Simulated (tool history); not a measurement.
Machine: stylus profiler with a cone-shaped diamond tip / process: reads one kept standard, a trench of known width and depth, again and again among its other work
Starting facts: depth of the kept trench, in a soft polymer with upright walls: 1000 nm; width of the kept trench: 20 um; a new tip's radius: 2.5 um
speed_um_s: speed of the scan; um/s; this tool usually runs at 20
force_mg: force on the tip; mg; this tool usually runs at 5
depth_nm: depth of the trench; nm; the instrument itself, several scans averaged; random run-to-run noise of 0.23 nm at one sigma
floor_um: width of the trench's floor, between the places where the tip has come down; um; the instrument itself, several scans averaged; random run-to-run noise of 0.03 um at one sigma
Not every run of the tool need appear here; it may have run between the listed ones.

run,day,speed_um_s,force_mg,depth_nm,floor_um
1,0,20,5,1019.58,13.39
2,0.892,20,5,1019.22,13.36
3,1.638,20,5,1019.61,13.38
4,2.433,8,5,1019.46,13.38
5,3.333,8,5,1019.82,13.34
6,4.604,8,5,1019.55,13.37

For run 7, what comes out?
# day 4.725: height scale calibrated on a step standard
7,5.638,20,2.43,?,?

Logged for run 7: depth_nm 1014.35 nm, floor_um 13.19 um.
Had the tool carried no hidden state, the very same run would have given depth_nm 1010.38 nm, floor_um 15.91 um.

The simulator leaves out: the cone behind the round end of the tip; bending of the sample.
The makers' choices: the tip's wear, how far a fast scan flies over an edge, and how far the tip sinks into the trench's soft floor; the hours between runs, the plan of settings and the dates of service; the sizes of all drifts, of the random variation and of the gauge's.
